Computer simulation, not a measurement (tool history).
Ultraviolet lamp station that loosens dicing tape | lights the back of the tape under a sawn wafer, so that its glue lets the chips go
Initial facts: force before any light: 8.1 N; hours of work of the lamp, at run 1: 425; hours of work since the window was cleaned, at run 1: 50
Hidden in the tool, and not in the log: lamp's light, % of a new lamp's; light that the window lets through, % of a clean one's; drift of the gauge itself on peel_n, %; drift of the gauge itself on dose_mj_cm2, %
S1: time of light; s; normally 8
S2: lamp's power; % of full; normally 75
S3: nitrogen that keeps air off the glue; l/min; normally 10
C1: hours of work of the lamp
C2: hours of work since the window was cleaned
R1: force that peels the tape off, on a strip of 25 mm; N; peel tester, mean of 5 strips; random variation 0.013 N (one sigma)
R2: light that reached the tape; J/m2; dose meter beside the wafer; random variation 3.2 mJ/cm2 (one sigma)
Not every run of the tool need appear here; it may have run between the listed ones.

run,hour,S1,S2,S3,C1,C2,R1,R2
1,0.0,8,75,10,425,50,0.957,3980
2,56.1,6,75,10,455,79,1.534,2960
3,110.2,8,75,10,483,108,0.988,3800
4,161.4,8,75,10,510,135,1.025,3740
5,191.9,5,75,10,527,151,2.157,2310
6,217.2,5,75,10,540,164,2.136,2270
7,256.4,5,75,10,561,185,2.166,2240
8,309.8,5,75,10,589,213,2.348,2190
# hour 344.6: lamp changed
9,345.2,5,75,10,0,231,1.545,2980
# hour 380.7: window cleaned of glue's vapour
10,383.9,5,75,10,20,2,1.477,3110
11,412.7,8,75,10,36,17,0.647,4820
12,438.0,8,75,10,49,30,0.637,4790
13,476.5,8,75,10,69,50,0.661,4750
14,499.7,8,75,10,81,63,0.679,4730
15,549.1,8,75,10,108,89,0.674,4630
16,601.3,8,75,10,135,116,0.688,4530
17,655.5,8,77,10,164,145,0.727,4530
18,699.6,8,75,3,187,168,1.697,4350
19,752.3,8,75,3,215,196,1.737,4360
20,804.8,8,75,3,242,224,1.697,4240
21,827.9,8,75,3,255,236,1.698,4150
# hour 853.4: window cleaned of glue's vapour
22,879.1,8,96,6,281,14,0.727,5550
23,921.4,9,66,17,303,36,0.646,4160
24,958.2,8,89,4,323,55,1.161,5020
25,985.6,8,89,4,337,70,1.074,4910
26,1017.3,8,63,3,354,86,2.307,3480
27,1057.9,8,69,5,375,108,1.592,3700
28,1091.3,8,65,9,393,125,1.284,3460
29,1119.0,10,65,9,408,140,0.868,4290
30,1150.0,13,73,13,424,156,0.357,6160
31,1194.7,5,81,10,448,180,1.831,2570
32,1220.0,8,75,4,461,193,1.694,3820
33,1271.9,8,75,4,488,221,1.752,3720
34,1310.6,8,70,4,509,241,1.932,3410
# hour 1326.3: window cleaned of glue's vapour
35,1341.9,14,99,9,525,8,0.254,8700
36,1381.2,14,99,9,546,29,0.269,8550
37,1429.3,8,88,4,571,54,1.470,4330
38,1456.2,8,88,4,585,68,1.474,4210
# hour 1495.1: lamp changed
39,1495.9,8,88,4,0,89,0.884,5640
40,1525.7,8,88,4,16,105,0.903,5580
41,1560.2,8,88,4,34,123,0.910,5580
42,1589.0,11,75,10,50,138,0.364,6520

Hidden condition of the tool, last listed run before each entry between runs versus first listed run after:
Between runs 8 and 9: lamp changed (hour 344.6)
  lamp's light, % of a new lamp's: 74.4 -> 99.7; light that the window lets through, % of a clean one's: 96.1 -> 95.8
  measured less the result without the state, R1: +0.880 -> +0.109 N; R2: -880 -> -150 J/m2
Between runs 9 and 10: window cleaned of glue's vapour (hour 380.7)
  lamp's light, % of a new lamp's: 99.7 -> 98.9; light that the window lets through, % of a clean one's: 95.8 -> 99.7
  measured less the result without the state, R1: +0.109 -> +0.032 N; R2: -150 -> -40 J/m2
Between runs 21 and 22: window cleaned of glue's vapour (hour 853.4)
  lamp's light, % of a new lamp's: 88.7 -> 87.5; light that the window lets through, % of a clean one's: 95.9 -> 99.6
  measured less the result without the state, R1: +0.376 -> +0.171 N; R2: -740 -> -810 J/m2
Between runs 34 and 35: window cleaned of glue's vapour (hour 1326.3)
  lamp's light, % of a new lamp's: 77.4 -> 76.8; light that the window lets through, % of a clean one's: 95.8 -> 99.4
  measured less the result without the state, R1: +0.698 -> +0.038 N; R2: -1180 -> -2700 J/m2
Between runs 38 and 39: lamp changed (hour 1495.1)
  lamp's light, % of a new lamp's: 74.1 -> 99.8; light that the window lets through, % of a clean one's: 98.4 -> 98
  measured less the result without the state, R1: +0.621 -> +0.036 N; R2: -1570 -> -120 J/m2
